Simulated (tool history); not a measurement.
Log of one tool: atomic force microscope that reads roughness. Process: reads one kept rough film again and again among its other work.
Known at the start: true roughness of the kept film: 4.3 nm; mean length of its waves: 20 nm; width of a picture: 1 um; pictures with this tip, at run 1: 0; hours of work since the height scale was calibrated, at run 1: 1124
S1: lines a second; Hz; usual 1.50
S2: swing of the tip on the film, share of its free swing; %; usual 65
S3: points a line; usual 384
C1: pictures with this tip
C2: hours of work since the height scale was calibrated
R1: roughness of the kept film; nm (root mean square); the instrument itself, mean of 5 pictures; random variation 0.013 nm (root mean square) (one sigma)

run    hour    S1  S2    S3   C1    C2     R1
  1     0.0  1.50  65   384    0  1124  3.143
  2    39.7  1.50  65   384   91  1151  2.370
       81.5  -- new tip fitted
  3    81.6  1.50  65   384    0  1180  3.145
  4   135.4  1.50  65   384  123  1217  2.216
      164.2  -- new tip fitted
  5   170.5  0.85  65   384   15  1241  2.975
  6   209.8  0.85  65   384  104  1268  2.234
      247.7  -- new tip fitted
  7   266.4  1.50  65   384   42  1307  2.762
  8   312.5  1.50  65   384  148  1339  2.105
      329.5  -- new tip fitted
  9   353.5  1.50  65   384   55  1367  2.628
 10   388.0  1.50  65   384  134  1391  2.151
      411.4  -- new tip fitted
 11   438.0  0.76  65   384   61  1425  2.620
 12   462.5  1.50  65   384  116  1442  2.240
      496.0  -- new tip fitted
 13   511.0  1.50  65   384   34  1476  2.742
 14   536.5  1.50  65   384   92  1493  2.311
      577.0  -- new tip fitted
 15   589.2  1.50  65   384   28  1529  2.915
 16   627.0  1.50  65   384  114  1556  2.263
      661.6  -- new tip fitted
 17   663.0  1.50  65   384    3  1580  3.100
 18   691.4  1.50  65   384   68  1600  2.543
 19   734.8  1.50  65   384  167  1630  1.976
      743.5  -- new tip fitted
 20   784.8  1.50  65   464   94  1664  2.382
      825.5  -- new tip fitted
 21   837.4  1.50  77   384   27  1700  2.850
 22   878.7  1.50  81   384  121  1729  2.124
 23   903.2  1.50  81   384  177  1746  1.880
      907.3  -- new tip fitted
 24   941.3  1.50  81   384   78  1772  2.403
 25   979.2  1.50  65   384  164  1798  2.005
      987.8  -- new tip fitted
 26  1030.0  1.50  65   384   96  1833  2.384
     1071.1  -- new tip fitted
 27  1076.6  1.50  65   384   12  1865  3.010
 28  1110.7  3.03  68   645   90  1888  2.277
 29  1140.8  1.59  74  1019  159  1909  1.996
     1152.5  -- new tip fitted
 30  1195.7  1.59  82   707   99  1947  2.246
     1233.0  -- new tip fitted
 31  1249.3  0.70  64   384   37  1984  2.770
 32  1304.0  3.54  66   963  162  2021  1.912
     1307.6  -- height scale calibrated on a step standard
     1316.8  -- new tip fitted
 33  1357.8  3.54  66   963   94    34  2.372
     1399.7  -- new tip fitted
 34  1411.2  3.54  66   963   27    71  2.759
 35  1453.7  1.99  66   963  124   100  2.100
     1482.9  -- new tip fitted
 36  1509.4  1.50  56   756   61   139  2.551
     1533.8  -- height scale calibrated on a step standard, once more
 37  1541.8  1.50  79   756  132     5  2.071
     1569.4  -- new tip fitted
 38  1588.4  1.50  79   756   43    37  2.712
 39  1622.9  1.50  79   756  122    61  2.174
     1650.7  -- new tip fitted
 40  1679.5  1.50  79   756   66   100  2.539
 41  1728.5  1.50  79   389  178   134  1.854
     1734.0  -- new tip fitted
 42  1766.2  1.50  79   389   74   160  2.433
     1815.1  -- new tip fitted
 43  1815.1  1.49  61   974    0   193  3.156
 44  1851.0  1.05  58   384   82   218  2.395
 45  1883.1  1.05  58   384  155   240  2.019
     1899.2  -- new tip fitted
 46  1939.5  1.05  58   384   92   279  2.399
 47  1976.9  1.50  72   384  177   305  1.913
     1981.4  -- new tip fitted
 48  2024.8  1.50  56   384   99   338  2.324
     2064.7  -- new tip fitted
 49  2076.5  0.97  85   891   27   373  2.935
 50  2111.0  0.67  76   290  106   397  2.276
     2146.8  -- new tip fitted
 51  2146.8  1.50  64   564    0   422  3.171
 52  2169.8  1.50  64   564   53   437  2.665

How the hidden state differs across the entries between the runs, from the last listed run before each to the first after it:
Between runs 2 and 3: new tip fitted (hour 81.5)
  radius of the tip, nm: 17.3 -> 7.5; height scale over the true one, %: -0.77 -> -0.79
  measured less the result without the state, R1: -0.827 -> -0.077 nm (root mean square)
Between runs 4 and 5: new tip fitted (hour 164.2)
  radius of the tip, nm: 20 -> 9.3; height scale over the true one, %: -0.82 -> -0.84
  measured less the result without the state, R1: -0.968 -> -0.248 nm (root mean square)
Between runs 6 and 7: new tip fitted (hour 247.7)
  radius of the tip, nm: 20.1 -> 11.5; height scale over the true one, %: -0.86 -> -0.89
  measured less the result without the state, R1: -0.982 -> -0.432 nm (root mean square)
Between runs 8 and 9: new tip fitted (hour 329.5)
  radius of the tip, nm: 22.3 -> 13.1; height scale over the true one, %: -0.91 -> -0.93
  measured less the result without the state, R1: -1.079 -> -0.559 nm (root mean square)
Between runs 10 and 11: new tip fitted (hour 411.4)
  radius of the tip, nm: 21.3 -> 13.7; height scale over the true one, %: -0.95 -> -0.97
  measured less the result without the state, R1: -1.042 -> -0.600 nm (root mean square)
Between runs 12 and 13: new tip fitted (hour 496.0)
  radius of the tip, nm: 19.6 -> 11.8; height scale over the true one, %: -0.98 -> -1.01
  measured less the result without the state, R1: -0.956 -> -0.461 nm (root mean square)
Between runs 14 and 15: new tip fitted (hour 577.0)
  radius of the tip, nm: 18.5 -> 9.7; height scale over the true one, %: -1.02 -> -1.05
  measured less the result without the state, R1: -0.898 -> -0.287 nm (root mean square)
Between runs 16 and 17: new tip fitted (hour 661.6)
  radius of the tip, nm: 18.9 -> 7.7; height scale over the true one, %: -1.07 -> -1.08
  measured less the result without the state, R1: -0.918 -> -0.108 nm (root mean square)
Between runs 19 and 20: new tip fitted (hour 743.5)
  radius of the tip, nm: 25.3 -> 17.4; height scale over the true one, %: -1.12 -> -1.15
  measured less the result without the state, R1: -1.218 -> -0.847 nm (root mean square)
Between runs 20 and 21: new tip fitted (hour 825.5)
  radius of the tip, nm: 17.4 -> 9.8; height scale over the true one, %: -1.15 -> -1.17
  measured less the result without the state, R1: -0.847 -> -0.299 nm (root mean square)
Between runs 23 and 24: new tip fitted (hour 907.3)
  radius of the tip, nm: 26.9 -> 15.6; height scale over the true one, %: -1.2 -> -1.22
  measured less the result without the state, R1: -1.255 -> -0.714 nm (root mean square)
Between runs 25 and 26: new tip fitted (hour 987.8)
  radius of the tip, nm: 24.9 -> 17.1; height scale over the true one, %: -1.24 -> -1.27
  measured less the result without the state, R1: -1.208 -> -0.830 nm (root mean square)
Between runs 26 and 27: new tip fitted (hour 1071.1)
  radius of the tip, nm: 17.1 -> 8.6; height scale over the true one, %: -1.27 -> -1.29
  measured less the result without the state, R1: -0.830 -> -0.198 nm (root mean square)
Between runs 29 and 30: new tip fitted (hour 1152.5)
  radius of the tip, nm: 25 -> 18.2; height scale over the true one, %: -1.33 -> -1.36
  measured less the result without the state, R1: -1.219 -> -0.862 nm (root mean square)
Between runs 30 and 31: new tip fitted (hour 1233.0)
  radius of the tip, nm: 18.2 -> 11.6; height scale over the true one, %: -1.36 -> -1.38
  measured less the result without the state, R1: -0.862 -> -0.463 nm (root mean square)
Between runs 32 and 33: height scale calibrated on a step standard (hour 1307.6); new tip fitted (hour 1316.8)
  radius of the tip, nm: 26.4 -> 16.1; height scale over the true one, %: -1.41 -> -2.16
  measured less the result without the state, R1: -1.254 -> -0.777 nm (root mean square)
Between runs 33 and 34: new tip fitted (hour 1399.7)
  radius of the tip, nm: 16.1 -> 10.8; height scale over the true one, %: -2.16 -> -2.19
  measured less the result without the state, R1: -0.777 -> -0.413 nm (root mean square)
Between runs 35 and 36: new tip fitted (hour 1482.9)
  radius of the tip, nm: 22.1 -> 14.6; height scale over the true one, %: -2.21 -> -2.24
  measured less the result without the state, R1: -1.110 -> -0.710 nm (root mean square)
Between runs 36 and 37: height scale calibrated on a step standard, once more (hour 1533.8)
  radius of the tip, nm: 14.6 -> 22.9; height scale over the true one, %: -2.24 -> -0.33
  measured less the result without the state, R1: -0.710 -> -1.091 nm (root mean square)
Between runs 37 and 38: new tip fitted (hour 1569.4)
  radius of the tip, nm: 22.9 -> 12; height scale over the true one, %: -0.33 -> -0.35
  measured less the result without the state, R1: -1.091 -> -0.455 nm (root mean square)
Between runs 39 and 40: new tip fitted (hour 1650.7)
  radius of the tip, nm: 21.1 -> 14.7; height scale over the true one, %: -0.37 -> -0.4
  measured less the result without the state, R1: -1.009 -> -0.651 nm (root mean square)
Between runs 41 and 42: new tip fitted (hour 1734.0)
  radius of the tip, nm: 28.1 -> 15.8; height scale over the true one, %: -0.42 -> -0.44
  measured less the result without the state, R1: -1.290 -> -0.712 nm (root mean square)
Between runs 42 and 43: new tip fitted (hour 1815.1)
  radius of the tip, nm: 15.8 -> 7.9; height scale over the true one, %: -0.44 -> -0.46
  measured less the result without the state, R1: -0.712 -> -0.108 nm (root mean square)
Between runs 45 and 46: new tip fitted (hour 1899.2)
  radius of the tip, nm: 25.1 -> 17.5; height scale over the true one, %: -0.5 -> -0.52
  measured less the result without the state, R1: -1.210 -> -0.843 nm (root mean square)
Between runs 47 and 48: new tip fitted (hour 1981.4)
  radius of the tip, nm: 26.8 -> 18.6; height scale over the true one, %: -0.54 -> -0.57
  measured less the result without the state, R1: -1.253 -> -0.897 nm (root mean square)
Between runs 48 and 49: new tip fitted (hour 2064.7)
  radius of the tip, nm: 18.6 -> 9.6; height scale over the true one, %: -0.57 -> -0.59
  measured less the result without the state, R1: -0.897 -> -0.270 nm (root mean square)
Between runs 50 and 51: new tip fitted (hour 2146.8)
  radius of the tip, nm: 18.4 -> 7.4; height scale over the true one, %: -0.61 -> -0.63
  measured less the result without the state, R1: -0.871 -> -0.057 nm (root mean square)
